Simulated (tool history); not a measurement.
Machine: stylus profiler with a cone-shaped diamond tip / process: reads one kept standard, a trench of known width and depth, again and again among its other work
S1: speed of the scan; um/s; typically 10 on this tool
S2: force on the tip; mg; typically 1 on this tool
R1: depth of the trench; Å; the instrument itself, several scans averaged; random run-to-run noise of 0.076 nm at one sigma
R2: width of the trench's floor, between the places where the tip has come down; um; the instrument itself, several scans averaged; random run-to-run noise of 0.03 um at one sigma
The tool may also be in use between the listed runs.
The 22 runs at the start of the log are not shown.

run	hour	S1	S2	R1	R2
23	684.8	7	2.41	2021.9	27.31
24	723.2	7	2.41	2023.4	27.33
25	763.2	7	2.41	2022.7	27.35
26	782.5	2	0.84	2012.4	27.37
27	804.9	15	0.65	2011.7	27.27
28	826.7	29	0.72	2011.7	27.08
29	860.3	29	0.72	2012.2	27.07
30	891.8	29	0.72	2012	27.09
31	916.6	29	0.72	2012.7	27.08
32	952.4	18	1.3	2017.2	27.16
33	972.4	26	0.59	2011.2	27.03
34	1016.9	36	0.4	2012.1	26.82
35	1057.8	17	0.34	2010.1	27.08
36	1094.2	17	0.34	2009.1	27.04
37	1126.8	4	0.4	2009.8	27.19
38	1170	3	1	2016	27.21

Each row is a separate what-if for the run after 38, all from the same tool condition, not one after another. Results?
A	1198.5	7	0.47	?	?
B	1198.5	3	2.42	?	?
C	1198.5	6	0.94	?	?
D	1198.5	6	0.85	?	?
E	1198.5	3	0.45	?	?

run	R1	R2
A	2012.2	27.14
B	2024.5	27.15
C	2015.4	27.12
D	2014.2	27.16
E	2009.9	27.16
Stripped of hidden state, with their random variation kept, the same runs would have yielded:
run	R1	R2
A	2007.6	27.95
B	2019.9	27.96
C	2010.8	27.94
D	2009.6	27.97
E	2005.3	27.98
